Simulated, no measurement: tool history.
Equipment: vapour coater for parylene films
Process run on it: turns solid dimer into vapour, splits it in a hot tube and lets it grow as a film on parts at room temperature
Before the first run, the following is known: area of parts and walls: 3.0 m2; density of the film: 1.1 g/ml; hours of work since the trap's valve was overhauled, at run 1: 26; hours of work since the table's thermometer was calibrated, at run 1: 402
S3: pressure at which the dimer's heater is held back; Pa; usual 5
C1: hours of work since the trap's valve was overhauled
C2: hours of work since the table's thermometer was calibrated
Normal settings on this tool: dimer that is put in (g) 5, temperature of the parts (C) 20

Run 1, hour 0: usual settings; C1 26; C2 402. Result: thickness of the film (um) 1.054.
Run 2, hour 26.7: usual settings; C1 50; C2 426. Result: thickness of the film (um) 1.045.
Run 3, hour 79.8: usual settings but temperature of the parts (C) 23; C1 97; C2 473. Result: thickness of the film (um) 0.932.
Run 4, hour 124.7: usual settings but temperature of the parts (C) 23; C1 137; C2 513. Result: thickness of the film (um) 0.92.
Run 5, hour 148.5: usual settings but temperature of the parts (C) 23; C1 158; C2 534. Result: thickness of the film (um) 0.918.
Run 6, hour 189.7: usual settings; C1 194; C2 570. Result: thickness of the film (um) 1.008.
Run 7, hour 221.2: usual settings; C1 222; C2 598. Result: thickness of the film (um) 0.998.
Run 8, hour 263.3: usual settings; C1 259; C2 635. Result: thickness of the film (um) 1.004.
Run 9, hour 287.4: usual settings; C1 281; C2 656. Result: thickness of the film (um) 1.002.
Run 10, hour 327.4: usual settings but dimer that is put in (g) 3; C1 316; C2 692. Result: thickness of the film (um) 0.596.
Run 11, hour 373.1: usual settings but dimer that is put in (g) 6, temperature of the parts (C) 18, S3 5.37 Pa; C1 356; C2 732. Result: thickness of the film (um) 1.262.
Run 12, hour 401.5: usual settings but dimer that is put in (g) 6, temperature of the parts (C) 18, S3 5.37 Pa; C1 382; C2 757. Result: thickness of the film (um) 1.265.
Run 13, hour 446.8: usual settings but dimer that is put in (g) 7, temperature of the parts (C) 29, S3 6.2 Pa; C1 422; C2 797. Result: thickness of the film (um) 0.995.
At hour 477: trap's valve overhauled.
Run 14, hour 480.6: usual settings but temperature of the parts (C) 28, S3 4.25 Pa; C1 3; C2 824. Result: thickness of the film (um) 0.815.
Run 15, hour 529.8: usual settings but temperature of the parts (C) 28, S3 4.25 Pa; C1 47; C2 867. Result: thickness of the film (um) 0.811.
Run 16, hour 563.9: usual settings but temperature of the parts (C) 28, S3 4.25 Pa; C1 77; C2 897. Result: thickness of the film (um) 0.811.
Run 17, hour 594.3: usual settings but dimer that is put in (g) 6; C1 104; C2 924. Result: thickness of the film (um) 1.251.
Run 18, hour 625.4: usual settings but dimer that is put in (g) 6; C1 131; C2 952. Result: thickness of the film (um) 1.243.
Run 19, hour 647.7: usual settings but S3 2.23 Pa; C1 151; C2 972. Result: thickness of the film (um) 1.133.

Results per run with the tool's hidden condition removed, run-to-run variation unchanged:
Hidden state present: vapour lost through the trap's worn valve, %; true temperature of the parts over the reading, C; drift of the gauge itself on film_um, %.
run  thickness of the film (um)
  1                       1.055
  2                        1.05
  3                       0.943
  4                       0.936
  5                       0.937
  6                       1.034
  7                       1.028
  8                       1.041
  9                       1.041
 10                       0.623
 11                       1.327
 12                       1.335
 13                       1.057
 14                       0.802
 15                       0.802
 16                       0.806
 17                       1.248
 18                       1.246
 19                       1.138

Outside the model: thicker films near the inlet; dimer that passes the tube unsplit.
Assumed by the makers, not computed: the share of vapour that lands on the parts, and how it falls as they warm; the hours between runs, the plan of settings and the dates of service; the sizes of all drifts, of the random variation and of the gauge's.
